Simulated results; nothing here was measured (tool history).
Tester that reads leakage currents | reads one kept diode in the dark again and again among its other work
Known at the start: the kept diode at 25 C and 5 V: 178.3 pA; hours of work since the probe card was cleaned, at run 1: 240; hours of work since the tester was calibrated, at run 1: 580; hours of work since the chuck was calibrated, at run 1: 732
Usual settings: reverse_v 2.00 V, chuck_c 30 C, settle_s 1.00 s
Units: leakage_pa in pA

run	hour	reverse_v	chuck_c	settle_s	hours of work since the probe card was cleaned	hours of work since the tester was calibrated	hours of work since the chuck was calibrated	leakage_pa
1	0.0	2.00	30	1.00	240	580	732	174.07
2	70.6	2.00	30	1.00	272	612	764	173.77
3	121.3	2.00	30	1.00	295	636	788	172.60
4	172.7	2.00	30	1.00	319	659	811	174.31
5	244.0	2.00	30	1.00	352	692	844	174.10
6	324.9	2.00	30	1.00	389	729	881	174.09
7	365.2	2.00	30	1.00	408	748	900	173.60
8	411.4	2.00	30	1.00	429	769	921	173.96
9	464.9	2.00	30	1.00	453	794	946	173.97
10	520.8	2.00	59	1.00	479	819	971	1932.91
11	574.2	2.00	59	1.00	504	844	996	1921.55
# hour 633.8: chuck's temperature calibrated
12	644.9	2.00	59	1.00	535	876	5	1935.77
13	702.1	2.00	30	1.00	562	902	31	171.80
14	782.3	6.28	31	0.84	598	939	68	352.77
15	860.5	6.61	27	3.09	634	975	104	250.54
16	900.6	6.61	45	3.09	653	993	123	1214.19
17	950.8	6.61	45	2.46	676	1016	146	1209.30
18	998.5	2.46	26	2.46	698	1038	168	133.72

Run 19 comes next. What will it give?
19	1054.4	2.46	26	2.46	723	1064	193	?

Run 19 gave leakage_pa 134.03 pA.
Without the tool's hidden state the same run would have given leakage_pa 133.98 pA.

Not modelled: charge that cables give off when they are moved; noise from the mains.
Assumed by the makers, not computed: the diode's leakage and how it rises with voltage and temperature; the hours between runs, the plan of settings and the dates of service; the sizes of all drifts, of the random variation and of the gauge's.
